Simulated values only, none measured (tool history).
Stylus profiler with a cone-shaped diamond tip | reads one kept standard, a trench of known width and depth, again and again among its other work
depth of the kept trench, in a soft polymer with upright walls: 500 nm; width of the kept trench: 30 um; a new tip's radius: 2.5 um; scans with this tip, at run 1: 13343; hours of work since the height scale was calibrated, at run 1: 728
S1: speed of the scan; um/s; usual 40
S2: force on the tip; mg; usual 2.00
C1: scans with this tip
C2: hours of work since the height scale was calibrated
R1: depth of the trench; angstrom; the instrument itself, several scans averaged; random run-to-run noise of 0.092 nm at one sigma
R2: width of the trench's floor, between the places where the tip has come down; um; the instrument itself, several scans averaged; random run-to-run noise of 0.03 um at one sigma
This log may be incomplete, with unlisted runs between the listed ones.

| run | hour | S1 | S2 | C1 | C2 | R1 | R2 |
|---|---|---|---|---|---|---|---|
| 1 | 0.0 | 40 | 2.00 | 13343 | 728 | 5074.1 | 26.90 |
| 2 | 50.0 | 40 | 2.00 | 13630 | 765 | 5073.5 | 26.85 |
| 3 | 107.9 | 50 | 2.00 | 13962 | 807 | 5074.1 | 26.83 |
| 4 | 149.1 | 40 | 2.00 | 14198 | 837 | 5074.1 | 26.90 |
| 5 | 184.6 | 19 | 2.00 | 14401 | 863 | 5073.7 | 26.93 |
| 6 | 254.2 | 46 | 2.00 | 14800 | 913 | 5075.1 | 26.89 |
|  | 267.5 | height scale calibrated on a step standard |
| 7 | 288.6 | 40 | 2.00 | 14994 | 15 | 5074.3 | 26.86 |
| 8 | 352.1 | 40 | 2.00 | 15358 | 62 | 5074.5 | 26.88 |
| 9 | 391.1 | 40 | 2.00 | 15582 | 90 | 5072.6 | 26.87 |
| 10 | 438.6 | 40 | 2.00 | 15854 | 125 | 5074.7 | 26.85 |
| 11 | 508.3 | 40 | 2.00 | 16253 | 175 | 5074.0 | 26.88 |
| 12 | 548.6 | 40 | 3.08 | 16484 | 205 | 5098.8 | 26.88 |
| 13 | 580.2 | 40 | 2.45 | 16665 | 228 | 5083.6 | 26.87 |
| 14 | 613.0 | 40 | 2.45 | 16853 | 252 | 5083.2 | 26.90 |
| 15 | 663.0 | 40 | 2.45 | 17140 | 288 | 5085.3 | 26.95 |
| 16 | 696.9 | 40 | 4.27 | 17334 | 313 | 5124.3 | 26.92 |
| 17 | 752.6 | 40 | 4.27 | 17653 | 353 | 5124.6 | 26.93 |
| 18 | 802.9 | 40 | 4.27 | 17942 | 390 | 5123.5 | 26.99 |
|  | 828.4 | new tip fitted, height scale calibrated |
| 19 | 851.0 | 40 | 2.00 | 130 | 16 | 5074.9 | 26.92 |
| 20 | 892.9 | 40 | 2.00 | 370 | 47 | 5073.5 | 26.87 |
| 21 | 931.0 | 10 | 2.00 | 588 | 75 | 5075.4 | 26.95 |
| 22 | 961.5 | 10 | 2.00 | 763 | 97 | 5074.4 | 26.97 |
| 23 | 1008.8 | 10 | 2.00 | 1034 | 131 | 5073.4 | 27.02 |
| 24 | 1050.9 | 10 | 2.00 | 1275 | 162 | 5074.6 | 27.01 |
| 25 | 1109.4 | 102 | 1.78 | 1610 | 205 | 5070.0 | 26.78 |
| 26 | 1152.1 | 155 | 2.04 | 1855 | 236 | 5076.2 | 26.61 |
| 27 | 1207.2 | 55 | 1.49 | 2171 | 276 | 5060.9 | 26.85 |
| 28 | 1240.5 | 45 | 1.20 | 2362 | 300 | 5054.7 | 26.86 |
| 29 | 1289.0 | 45 | 1.20 | 2640 | 335 | 5053.0 | 26.81 |
| 30 | 1334.3 | 35 | 1.09 | 2899 | 368 | 5050.5 | 26.92 |
| 31 | 1371.5 | 35 | 1.09 | 3112 | 396 | 5049.8 | 26.91 |
| 32 | 1412.0 | 39 | 2.60 | 3344 | 425 | 5088.0 | 26.94 |
| 33 | 1479.7 | 39 | 2.60 | 3732 | 474 | 5089.7 | 26.90 |
| 34 | 1547.5 | 54 | 1.43 | 4121 | 524 | 5059.0 | 26.86 |
| 35 | 1618.1 | 35 | 0.69 | 4525 | 575 | 5037.4 | 26.86 |
| 36 | 1683.5 | 46 | 0.92 | 4900 | 623 | 5044.0 | 26.88 |
| 37 | 1744.4 | 29 | 2.41 | 5249 | 667 | 5085.6 | 26.88 |
| 38 | 1782.1 | 66 | 1.00 | 5465 | 694 | 5047.4 | 26.75 |
| 39 | 1832.2 | 66 | 1.00 | 5752 | 731 | 5045.5 | 26.81 |
| 40 | 1874.2 | 18 | 1.41 | 5993 | 762 | 5059.6 | 26.98 |
| 41 | 1932.5 | 12 | 0.88 | 6327 | 804 | 5042.3 | 26.90 |
| 42 | 1997.3 | 12 | 0.88 | 6698 | 851 | 5043.3 | 26.91 |
| 43 | 2070.9 | 12 | 0.88 | 7120 | 905 | 5044.5 | 26.94 |
|  | 2096.2 | height scale calibrated on a step standard |
| 44 | 2111.7 | 12 | 0.88 | 7351 | 11 | 5042.3 | 26.96 |
| 45 | 2185.1 | 40 | 1.06 | 7771 | 65 | 5048.5 | 26.83 |
| 46 | 2228.8 | 13 | 3.56 | 8022 | 97 | 5107.9 | 26.98 |

Hidden state or all else? Some run-to-run changes of R2, split into what the settings, what came in and random variation would give without the hidden state, and what is left for the hidden state (with any gauge scatter that isn't in both results):
Hidden state present: radius of the tip, um; height scale over the true one, %; drift of the gauge itself on depth_nm, %; drift of the gauge itself on floor_um, %.
Run 1 -> 2: settings left as they were, no log entry in between. R2 -0.05 um: hidden state -0.01, all else -0.04.
Run 9 -> 10: settings left as they were, no log entry in between. R2 -0.02 um: hidden state -0.01, all else -0.01.
Run 18 -> 19: S2 4.27 -> 2.00, new tip fitted, height scale calibrated. R2 -0.07 um: hidden state +0.02, all else -0.09.
Run 24 -> 25: S1 10 -> 102, S2 2.00 -> 1.78. R2 -0.23 um: hidden state +0.00, all else -0.23.
Run 25 -> 26: S1 102 -> 155, S2 1.78 -> 2.04. R2 -0.17 um: hidden state +0.00, all else -0.17.
Run 26 -> 27: S1 155 -> 55, S2 2.04 -> 1.49. R2 +0.24 um: hidden state +0.00, all else +0.24.
